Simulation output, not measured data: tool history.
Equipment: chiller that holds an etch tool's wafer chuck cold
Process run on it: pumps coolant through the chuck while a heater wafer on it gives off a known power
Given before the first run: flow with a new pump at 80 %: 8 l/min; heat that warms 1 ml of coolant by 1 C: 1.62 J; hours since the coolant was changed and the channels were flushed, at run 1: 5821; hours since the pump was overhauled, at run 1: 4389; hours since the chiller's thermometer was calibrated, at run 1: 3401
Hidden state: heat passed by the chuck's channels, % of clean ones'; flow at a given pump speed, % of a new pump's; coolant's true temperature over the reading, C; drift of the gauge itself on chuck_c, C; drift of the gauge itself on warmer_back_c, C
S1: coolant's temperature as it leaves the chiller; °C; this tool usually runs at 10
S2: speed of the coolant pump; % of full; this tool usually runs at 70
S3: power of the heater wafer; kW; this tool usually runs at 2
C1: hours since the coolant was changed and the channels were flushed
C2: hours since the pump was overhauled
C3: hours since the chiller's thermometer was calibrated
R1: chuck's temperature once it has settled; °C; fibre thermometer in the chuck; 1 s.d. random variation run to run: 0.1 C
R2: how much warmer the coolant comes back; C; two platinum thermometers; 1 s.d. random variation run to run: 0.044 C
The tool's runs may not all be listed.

Run 1, hour 0: usual settings; C1 5821; C2 4389; C3 3401. Result: R1 45.7 °C, R2 11.66 C.
Run 2, hour 111.9: usual settings but S3 1.086 kW; C1 5933; C2 4501; C3 3513. Result: R1 29.5 °C, R2 6.36 C.
Run 3, hour 254.8: usual settings but S3 1.086 kW; C1 6076; C2 4644; C3 3656. Result: R1 29.4 °C, R2 6.34 C.
At hour 370.5: chiller's thermometer calibrated.
Run 4, hour 400.5: usual settings but S3 1.086 kW; C1 6221; C2 4789; C3 30. Result: R1 29.8 °C, R2 6.38 C.
Run 5, hour 562.7: usual settings; C1 6383; C2 4951; C3 192. Result: R1 46.7 °C, R2 11.78 C.
Run 6, hour 651.4: usual settings; C1 6472; C2 5039; C3 281. Result: R1 46.9 °C, R2 11.88 C.
Run 7, hour 752.4: usual settings; C1 6573; C2 5141; C3 382. Result: R1 47.1 °C, R2 11.83 C.
Run 8, hour 938: usual settings but S3 2.1 kW; C1 6758; C2 5326; C3 567. Result: R1 49.2 °C, R2 12.46 C.
Run 9, hour 1103.6: usual settings but S2 63 % of full; C1 6924; C2 5492; C3 733. Result: R1 50.9 °C, R2 13.25 C.
Run 10, hour 1205.9: usual settings but S2 63 % of full; C1 7026; C2 5594; C3 835. Result: R1 51 °C, R2 13.25 C.
Run 11, hour 1341.5: usual settings but S2 62 % of full; C1 7162; C2 5730; C3 971. Result: R1 51.7 °C, R2 13.54 C.
Run 12, hour 1459.4: usual settings but S2 62 % of full; C1 7280; C2 5848; C3 1089. Result: R1 51.9 °C, R2 13.72 C.
Run 13, hour 1631.4: usual settings but S2 62 % of full; C1 7452; C2 6019; C3 1261. Result: R1 52.5 °C, R2 13.71 C.
Run 14, hour 1743.5: usual settings but S2 62 % of full; C1 7564; C2 6132; C3 1373. Result: R1 52.4 °C, R2 13.63 C.
Run 15, hour 1910.1: usual settings but S2 62 % of full; C1 7730; C2 6298; C3 1540. Result: R1 52.9 °C, R2 13.76 C.
Run 16, hour 2067.6: usual settings; C1 7888; C2 6456; C3 1697. Result: R1 49 °C, R2 12.13 C.
Run 17, hour 2161.1: usual settings; C1 7981; C2 6549; C3 1791. Result: R1 49.2 °C, R2 12.15 C.
Run 18, hour 2307.3: usual settings but S2 79 % of full; C1 8128; C2 6695; C3 1937. Result: R1 45.8 °C, R2 10.84 C.
Run 19, hour 2473.5: usual settings but S1 14 °C, S3 2.764 kW; C1 8294; C2 6862; C3 2103. Result: R1 69.1 °C, R2 17 C.
Run 20, hour 2656.2: usual settings but S1 14 °C, S2 91 % of full, S3 1.086 kW; C1 8477; C2 7044; C3 2286. Result: R1 31.5 °C, R2 5.14 C.
Run 21, hour 2786.3: usual settings but S3 1.054 kW; C1 8607; C2 7174; C3 2416. Result: R1 31 °C, R2 6.5 C.
Run 22, hour 2922.8: usual settings but S3 1.054 kW; C1 8743; C2 7311; C3 2552. Result: R1 31.3 °C, R2 6.51 C.
Run 23, hour 3000.6: usual settings but S3 1.054 kW; C1 8821; C2 7389; C3 2630. Result: R1 31.3 °C, R2 6.6 C.
Run 24, hour 3182.3: usual settings but S3 1.054 kW; C1 9003; C2 7570; C3 2812. Result: R1 31.6 °C, R2 6.56 C.
At hour 3290.7: coolant changed, channels flushed.
Run 25, hour 3321.5: usual settings but S3 1.054 kW; C1 31; C2 7704; C3 2945. Result: R1 27.8 °C, R2 6.65 C.

Run 26, settings as shown, results not yet in. Your forecast:
Run 26, hour 3429.5: usual settings but S3 1.507 kW; C1 139; C2 7812; C3 3053. Result: R1 ?, R2 ?.

{"run 26": {"R1": 35.4, "R2": 9.48}}
Take away the tool's hidden state, keep the run-to-run variation as it was, and the same run would have given R1 32.2 °C, R2 8.04 C.
